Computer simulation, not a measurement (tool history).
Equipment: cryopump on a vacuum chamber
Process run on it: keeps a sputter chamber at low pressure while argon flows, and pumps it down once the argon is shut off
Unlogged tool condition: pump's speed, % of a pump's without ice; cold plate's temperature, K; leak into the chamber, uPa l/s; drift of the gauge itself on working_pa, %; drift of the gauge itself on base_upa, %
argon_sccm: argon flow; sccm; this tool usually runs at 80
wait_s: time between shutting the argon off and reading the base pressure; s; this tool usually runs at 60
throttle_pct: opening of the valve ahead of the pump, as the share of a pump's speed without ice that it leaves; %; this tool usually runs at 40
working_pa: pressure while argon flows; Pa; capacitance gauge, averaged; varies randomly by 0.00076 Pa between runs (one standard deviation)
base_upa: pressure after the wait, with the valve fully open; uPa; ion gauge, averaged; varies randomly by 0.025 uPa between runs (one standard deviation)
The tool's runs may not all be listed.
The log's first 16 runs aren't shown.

run,hour,argon_sccm,wait_s,throttle_pct,hours of work since the pump was warmed up and emptied,hours of work since the cold head was overhauled,hours of work since the chamber's fittings were tightened,working_pa,base_upa
17,181.6,80,60,32,474,474,267,0.2049,1.37
18,196.6,80,60,26,483,483,276,0.2439,1.41
19,204.5,64,60,40,487,487,280,0.1341,1.38
# hour 221.8: pump warmed up, emptied and cooled again
20,226.2,64,60,40,3,497,290,0.1151,1.3
21,239.8,80,136,17,10,505,298,0.3385,0.77
22,254.5,80,278,27,19,513,306,0.2107,0.59
23,265.3,137,122,40,25,519,312,0.2458,0.87
24,281,94,244,30,34,528,321,0.2252,0.63
25,290.2,40,37,30,39,534,327,0.0964,1.86
26,306.2,40,37,30,48,543,336,0.0953,1.88
27,323.9,40,37,30,59,553,346,0.0954,1.9
28,333.1,80,60,42,64,558,351,0.1366,1.35
29,345.9,80,60,42,71,566,359,0.1376,1.34
30,364.3,38,44,24,82,576,369,0.113,1.68
31,375.1,38,44,24,88,582,375,0.1156,1.69
32,383.5,130,53,35,93,587,380,0.2711,1.5
33,399.2,63,63,15,102,596,389,0.3024,1.35
34,413.8,48,34,19,110,605,398,0.182,2.11

What if the next run were any one of these 3? Each begins from the tool's condition after run 34:
A,422.6,87,287,35,115,610,403,?,?
B,422.6,48,32,19,115,610,403,?,?
C,422.6,49,34,46,115,610,403,?,?

run,working_pa,base_upa
A,0.182,0.66
B,0.1821,2.18
C,0.0783,2.05
Without the tool's hidden state the same runs would have given:
run,working_pa,base_upa
A,0.1763,0.29
B,0.179,1.79
C,0.0751,1.67
